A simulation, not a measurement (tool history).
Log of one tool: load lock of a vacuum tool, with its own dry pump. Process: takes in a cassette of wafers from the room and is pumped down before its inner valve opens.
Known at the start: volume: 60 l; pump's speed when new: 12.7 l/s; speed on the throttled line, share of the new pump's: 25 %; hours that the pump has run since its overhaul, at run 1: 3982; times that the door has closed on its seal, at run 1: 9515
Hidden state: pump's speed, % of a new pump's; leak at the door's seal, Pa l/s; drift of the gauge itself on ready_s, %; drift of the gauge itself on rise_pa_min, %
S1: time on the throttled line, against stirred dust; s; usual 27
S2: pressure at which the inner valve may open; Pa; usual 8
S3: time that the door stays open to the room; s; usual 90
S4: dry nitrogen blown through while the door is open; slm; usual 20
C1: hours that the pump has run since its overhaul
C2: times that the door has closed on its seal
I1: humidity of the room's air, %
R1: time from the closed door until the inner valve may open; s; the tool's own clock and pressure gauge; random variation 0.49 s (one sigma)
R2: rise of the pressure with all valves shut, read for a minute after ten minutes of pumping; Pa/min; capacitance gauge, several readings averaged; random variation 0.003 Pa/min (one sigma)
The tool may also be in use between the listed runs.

run 1 hour=0.0 | S1=27 S2=8 S3=90 S4=20 | C1=3982 C2=9515 | I1=49.0 | R1=67.4 R2=0.140
run 2 hour=128.2 | S1=20 S2=8 S3=90 S4=20 | C1=4110 C2=9853 | I1=46.9 | R1=61.3 R2=0.139
run 3 hour=199.6 | S1=20 S2=8 S3=90 S4=20 | C1=4181 C2=10041 | I1=47.2 | R1=62.0 R2=0.152
run 4 hour=331.9 | S1=27 S2=8 S3=90 S4=20 | C1=4314 C2=10390 | I1=45.8 | R1=67.0 R2=0.152
run 5 hour=425.9 | S1=27 S2=8 S3=90 S4=20 | C1=4408 C2=10638 | I1=45.4 | R1=66.8 R2=0.155
run 6 hour=508.0 | S1=27 S2=8 S3=90 S4=20 | C1=4490 C2=10854 | I1=45.4 | R1=67.2 R2=0.157
run 7 hour=595.5 | S1=27 S2=8 S3=90 S4=20 | C1=4577 C2=11085 | I1=44.7 | R1=67.3 R2=0.168
run 8 hour=671.1 | S1=36 S2=8 S3=90 S4=20 | C1=4653 C2=11284 | I1=44.7 | R1=74.0 R2=0.166
run 9 hour=802.0 | S1=31 S2=8 S3=90 S4=20 | C1=4784 C2=11629 | I1=47.3 | R1=69.4 R2=0.176
run 10 hour=880.7 | S1=27 S2=8 S3=90 S4=20 | C1=4863 C2=11837 | I1=46.0 | R1=66.6 R2=0.178
run 11 hour=957.5 | S1=27 S2=8 S3=90 S4=20 | C1=4939 C2=12039 | I1=45.8 | R1=67.2 R2=0.187
run 12 hour=1031.6 | S1=27 S2=8 S3=57 S4=20 | C1=5013 C2=12234 | I1=39.9 | R1=66.9 R2=0.181
run 13 hour=1153.0 | S1=27 S2=8 S3=57 S4=20 | C1=5135 C2=12554 | I1=43.8 | R1=66.1 R2=0.192
run 14 hour=1261.4 | S1=27 S2=8 S3=57 S4=20 | C1=5243 C2=12840 | I1=49.8 | R1=67.5 R2=0.197
run 15 hour=1342.1 | S1=24 S2=8 S3=90 S4=20 | C1=5324 C2=13053 | I1=47.0 | R1=64.9 R2=0.203
run 16 hour=1424.6 | S1=27 S2=8 S3=90 S4=20 | C1=5406 C2=13270 | I1=45.4 | R1=68.5 R2=0.213
run 17 hour=1550.6 | S1=27 S2=8 S3=90 S4=30 | C1=5532 C2=13602 | I1=46.9 | R1=68.1 R2=0.209
run 18 hour=1636.3 | S1=27 S2=8 S3=90 S4=30 | C1=5618 C2=13828 | I1=43.3 | R1=67.0 R2=0.215
run 19 hour=1730.0 | S1=27 S2=8 S3=68 S4=30 | C1=5712 C2=14075 | I1=43.2 | R1=68.0 R2=0.219
run 20 hour=1859.6 | S1=36 S2=10 S3=68 S4=4 | C1=5841 C2=14417 | I1=42.7 | R1=74.3 R2=0.240
run 21 hour=1948.8 | S1=14 S2=10 S3=33 S4=4 | C1=5931 C2=14652 | I1=44.7 | R1=56.2 R2=0.240
run 22 hour=2052.0 | S1=21 S2=9 S3=69 S4=20 | C1=6034 C2=14924 | I1=47.7 | R1=62.1 R2=0.239
run 23 hour=2145.4 | S1=21 S2=9 S3=69 S4=20 | C1=6127 C2=15170 | I1=45.0 | R1=61.5 R2=0.243
run 24 hour=2256.5 | S1=21 S2=9 S3=69 S4=20 | C1=6238 C2=15463 | I1=47.4 | R1=62.8 R2=0.256
run 25 hour=2344.9 | S1=47 S2=9 S3=137 S4=9 | C1=6327 C2=15696 | I1=44.2 | R1=83.4 R2=0.273
run 26 hour=2435.6 | S1=27 S2=16 S3=90 S4=37 | C1=6417 C2=15935 | I1=44.0 | R1=64.9 R2=0.256
run 27 hour=2567.0 | S1=27 S2=16 S3=90 S4=37 | C1=6549 C2=16281 | I1=48.0 | R1=65.1 R2=0.265
run 28 hour=2631.6 | S1=33 S2=10 S3=107 S4=6 | C1=6613 C2=16452 | I1=41.8 | R1=70.5 R2=0.287
run 29 hour=2734.3 | S1=33 S2=10 S3=107 S4=6 | C1=6716 C2=16723 | I1=45.0 | R1=71.6 R2=0.294
run 30 hour=2854.4 | S1=33 S2=10 S3=107 S4=6 | C1=6836 C2=17039 | I1=43.0 | R1=71.4 R2=0.307
run 31 hour=2925.5 | S1=23 S2=8 S3=90 S4=20 | C1=6907 C2=17227 | I1=47.0 | R1=65.2 R2=0.302
run 32 hour=3041.7 | S1=16 S2=11 S3=55 S4=9 | C1=7024 C2=17533 | I1=45.0 | R1=59.1 R2=0.306
run 33 hour=3172.5 | S1=16 S2=11 S3=55 S4=9 | C1=7154 C2=17878 | I1=41.8 | R1=58.1 R2=0.316
run 34 hour=3303.1 | S1=16 S2=11 S3=55 S4=9 | C1=7285 C2=18222 | I1=44.1 | R1=58.1 R2=0.323
run 35 hour=3406.9 | S1=27 S2=11 S3=142 S4=21 | C1=7389 C2=18496 | I1=45.5 | R1=66.8 R2=0.334
run 36 hour=3480.6 | S1=27 S2=11 S3=142 S4=21 | C1=7462 C2=18690 | I1=43.2 | R1=66.5 R2=0.337
run 37 hour=3575.4 | S1=27 S2=8 S3=233 S4=11 | C1=7557 C2=18940 | I1=39.4 | R1=69.0 R2=0.349

Hidden state or all else? Some run-to-run changes of R1, split into what the settings, what came in and random variation would give without the hidden state, and what is left for the hidden state (with any gauge scatter that isn't in both results):
Run 20 -> 21: S1 36 -> 14, S3 68 -> 33. R1 -18.1 s: hidden state +0.4, all else -18.5.
Run 24 -> 25: S1 21 -> 47, S3 69 -> 137, S4 20 -> 9. R1 +20.6 s: hidden state -0.3, all else +20.9.
Run 25 -> 26: S1 47 -> 27, S2 9 -> 16, S3 137 -> 90, S4 9 -> 37. R1 -18.5 s: hidden state +0.2, all else -18.7.
Run 30 -> 31: S1 33 -> 23, S2 10 -> 8, S3 107 -> 90, S4 6 -> 20. R1 -6.2 s: hidden state +0.4, all else -6.6.
